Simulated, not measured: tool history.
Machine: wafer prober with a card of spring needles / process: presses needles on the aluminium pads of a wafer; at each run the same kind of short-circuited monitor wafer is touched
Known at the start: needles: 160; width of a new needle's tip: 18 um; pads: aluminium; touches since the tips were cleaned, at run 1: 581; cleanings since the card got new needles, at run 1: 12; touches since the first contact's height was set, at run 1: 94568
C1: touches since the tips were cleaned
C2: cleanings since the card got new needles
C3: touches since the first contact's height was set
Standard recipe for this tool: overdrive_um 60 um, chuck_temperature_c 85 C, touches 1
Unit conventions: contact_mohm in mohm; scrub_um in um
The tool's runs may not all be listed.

Run 1, day 0.000: usual settings; C1 581; C2 12; C3 94568. Result: contact_mohm 121 mohm, scrub_um 13.94 um.
Run 2, day 0.483: usual settings but touches 2; C1 3246; C2 12; C3 97233. Result: contact_mohm 122 mohm, scrub_um 13.81 um.
Run 3, day 0.796: usual settings but touches 2; C1 4989; C2 12; C3 98976. Result: contact_mohm 119 mohm, scrub_um 13.89 um.
At day 1.233: tips cleaned on abrasive film.
Run 4, day 1.242: usual settings but overdrive_um 52 um; C1 33; C2 13; C3 101400. Result: contact_mohm 123 mohm, scrub_um 12.03 um.
Run 5, day 1.546: usual settings but overdrive_um 52 um; C1 1713; C2 13; C3 103080. Result: contact_mohm 123 mohm, scrub_um 12.15 um.
Run 6, day 1.892: usual settings; C1 3643; C2 13; C3 105010. Result: contact_mohm 121 mohm, scrub_um 13.99 um.
Run 7, day 2.383: usual settings but overdrive_um 56 um, chuck_temperature_c 65 C; C1 6344; C2 13; C3 107711. Result: contact_mohm 119 mohm, scrub_um 12.71 um.
At day 2.554: tips cleaned on abrasive film.
Run 8, day 2.908: usual settings but overdrive_um 47 um, chuck_temperature_c 46 C, touches 2; C1 1973; C2 14; C3 110603. Result: contact_mohm 119 mohm, scrub_um 10.97 um.
Run 9, day 3.208: usual settings but chuck_temperature_c 41 C; C1 3627; C2 14; C3 112257. Result: contact_mohm 115 mohm, scrub_um 13.81 um.
Run 10, day 3.467: usual settings but overdrive_um 74 um, chuck_temperature_c 33 C; C1 5065; C2 14; C3 113695. Result: contact_mohm 110 mohm, scrub_um 17.04 um.
Run 11, day 3.683: usual settings but overdrive_um 42 um; C1 6254; C2 14; C3 114884. Result: contact_mohm 129 mohm, scrub_um 9.77 um.
At day 3.900: tips cleaned on abrasive film.
Run 12, day 3.992: usual settings but overdrive_um 79 um, chuck_temperature_c 124 C; C1 512; C2 15; C3 116559. Result: contact_mohm 120 mohm, scrub_um 18.15 um.

Each row is a separate what-if for the run after 12, all from the same tool condition, not one after another. Results?
Run A, day 4.396: usual settings but overdrive_um 79 um, chuck_temperature_c 27 C; C1 2744; C2 15; C3 118791. Result: contact_mohm ?, scrub_um ?.
Run B, day 4.396: usual settings but overdrive_um 45 um, chuck_temperature_c 35 C; C1 2744; C2 15; C3 118791. Result: contact_mohm ?, scrub_um ?.
Run C, day 4.396: usual settings but chuck_temperature_c 41 C, touches 3; C1 2744; C2 15; C3 118791. Result: contact_mohm ?, scrub_um ?.
Run D, day 4.396: usual settings but overdrive_um 79 um, chuck_temperature_c 124 C, touches 2; C1 2744; C2 15; C3 118791. Result: contact_mohm ?, scrub_um ?.

run  contact_mohm  scrub_um
  A           109     18.30
  B           119     10.29
  C           114     13.83
  D           123     18.28
Without the tool's unlogged condition, the same runs would have read:
run  contact_mohm  scrub_um
  A           108     18.30
  B           118     10.29
  C           114     13.84
  D           122     18.29
